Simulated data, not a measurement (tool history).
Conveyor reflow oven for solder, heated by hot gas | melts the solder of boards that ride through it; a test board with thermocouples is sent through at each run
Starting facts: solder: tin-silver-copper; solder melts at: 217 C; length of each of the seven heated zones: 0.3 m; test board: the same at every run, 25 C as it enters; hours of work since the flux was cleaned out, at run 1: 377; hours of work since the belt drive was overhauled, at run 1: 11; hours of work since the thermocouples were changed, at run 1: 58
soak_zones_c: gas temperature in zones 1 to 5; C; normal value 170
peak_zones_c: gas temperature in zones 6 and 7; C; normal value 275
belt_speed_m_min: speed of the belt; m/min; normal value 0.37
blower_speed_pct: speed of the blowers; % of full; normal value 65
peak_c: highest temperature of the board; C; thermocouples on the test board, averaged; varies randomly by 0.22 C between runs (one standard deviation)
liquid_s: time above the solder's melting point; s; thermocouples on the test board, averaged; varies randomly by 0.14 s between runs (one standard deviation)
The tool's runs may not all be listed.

| run | hour | soak_zones_c | peak_zones_c | belt_speed_m_min | blower_speed_pct | hours of work since the flux was cleaned out | hours of work since the belt drive was overhauled | hours of work since the thermocouples were changed | peak_c | liquid_s |
|---|---|---|---|---|---|---|---|---|---|---|
| 1 | 0 | 170 | 275 | 0.37 | 65 | 377 | 11 | 58 | 259.6 | 77.8 |
| 2 | 12.4 | 170 | 275 | 0.37 | 65 | 383 | 16 | 63 | 259.8 | 77.9 |
| 3 | 31.8 | 170 | 275 | 0.37 | 65 | 391 | 24 | 71 | 259.4 | 77.7 |
| 4 | 44.4 | 170 | 275 | 0.37 | 65 | 396 | 30 | 77 | 259.3 | 77.7 |
| 5 | 55.7 | 170 | 275 | 0.37 | 65 | 401 | 35 | 81 | 259.6 | 77.6 |
| 6 | 77.4 | 170 | 275 | 0.37 | 65 | 410 | 44 | 91 | 259.4 | 77.5 |
| 7 | 95.3 | 170 | 275 | 0.37 | 65 | 418 | 52 | 98 | 259.5 | 77.6 |
| 8 | 111.1 | 170 | 275 | 0.37 | 65 | 425 | 58 | 105 | 260 | 77.4 |
| 9 | 129 | 170 | 275 | 0.37 | 65 | 432 | 66 | 113 | 259.1 | 77.2 |
| 10 | 150.2 | 160 | 275 | 0.37 | 65 | 441 | 75 | 122 | 257.3 | 72.1 |
| 11 | 166.8 | 178 | 275 | 0.37 | 65 | 448 | 82 | 129 | 260.5 | 81.7 |
| 12 | 179.3 | 178 | 275 | 0.37 | 65 | 454 | 87 | 134 | 259.6 | 81.9 |
| 13 | 188.3 | 178 | 275 | 0.37 | 65 | 457 | 91 | 138 | 260.4 | 81.6 |
| 14 | 208.5 | 178 | 275 | 0.37 | 65 | 466 | 100 | 146 | 260 | 81.7 |
| 15 | 220.6 | 170 | 275 | 0.37 | 65 | 471 | 105 | 152 | 258.6 | 77.2 |
| 16 | 239.2 | 170 | 275 | 0.37 | 65 | 479 | 113 | 160 | 258.5 | 77.1 |
| 17 | 250.6 | 170 | 275 | 0.37 | 65 | 484 | 118 | 164 | 258.9 | 76.9 |
|  | 263.5 | flux residue cleaned out of gas plates and filters |
| 18 | 272 | 170 | 275 | 0.37 | 65 | 4 | 125 | 171 | 262.6 | 80.7 |
| 19 | 291 | 170 | 275 | 0.37 | 65 | 12 | 133 | 179 | 262.2 | 80.5 |
| 20 | 306.5 | 170 | 275 | 0.37 | 65 | 18 | 139 | 186 | 262.3 | 80.2 |
| 21 | 325.7 | 183 | 288 | 0.341 | 54 | 26 | 147 | 194 | 275.5 | 101.1 |
| 22 | 344.5 | 183 | 288 | 0.404 | 85 | 34 | 155 | 202 | 277.7 | 86.1 |
| 23 | 363.1 | 180 | 275 | 0.37 | 89 | 42 | 163 | 210 | 267.6 | 88.4 |
| 24 | 381.3 | 180 | 275 | 0.37 | 89 | 50 | 171 | 218 | 267.4 | 88.5 |
| 25 | 400.3 | 170 | 275 | 0.37 | 76 | 58 | 179 | 226 | 264.8 | 82.6 |
| 26 | 417.6 | 170 | 275 | 0.37 | 76 | 66 | 187 | 233 | 264.9 | 82.4 |
| 27 | 426.8 | 170 | 275 | 0.37 | 76 | 70 | 190 | 237 | 264.4 | 82.4 |
| 28 | 439.4 | 183 | 275 | 0.34 | 63 | 75 | 196 | 243 | 265.2 | 96.2 |
| 29 | 458.7 | 183 | 275 | 0.34 | 63 | 83 | 204 | 251 | 265.3 | 95.9 |
| 30 | 475.5 | 183 | 275 | 0.34 | 63 | 90 | 211 | 258 | 264.9 | 96.3 |
| 31 | 486.7 | 165 | 275 | 0.37 | 77 | 95 | 216 | 263 | 264 | 80.3 |

Below, some changes in peak_c between adjacent runs. For each, the amount present without the hidden state too (settings, incoming material, random variation) and the amount remaining for the hidden state with gauge scatter not shared by both compared results:
Unlogged tool condition in this case: heat that the gas passes to the board, % of a clean oven's; belt's true speed, % of the reading; true gas temperature in zones 6 and 7 over the reading, C; drift of the gauge itself on peak_c, C; drift of the gauge itself on liquid_s, %.
Run 9 -> 10: soak_zones_c 170 -> 160. peak_c -1.8 C: hidden state -0.4, all else -1.4.
Run 10 -> 11: soak_zones_c 160 -> 178. peak_c +3.2 C: hidden state +0.5, all else +2.7.
Run 17 -> 18: flux residue cleaned out of gas plates and filters. peak_c +3.7 C: hidden state +3.7, all else +0.
Run 20 -> 21: soak_zones_c 170 -> 183, peak_zones_c 275 -> 288, belt_speed_m_min 0.37 -> 0.341, blower_speed_pct 65 -> 54. peak_c +13.2 C: hidden state +0, all else +13.2.
Run 22 -> 23: soak_zones_c 183 -> 180, peak_zones_c 288 -> 275, belt_speed_m_min 0.404 -> 0.37, blower_speed_pct 85 -> 89. peak_c -10.1 C: hidden state +0, all else -10.1.

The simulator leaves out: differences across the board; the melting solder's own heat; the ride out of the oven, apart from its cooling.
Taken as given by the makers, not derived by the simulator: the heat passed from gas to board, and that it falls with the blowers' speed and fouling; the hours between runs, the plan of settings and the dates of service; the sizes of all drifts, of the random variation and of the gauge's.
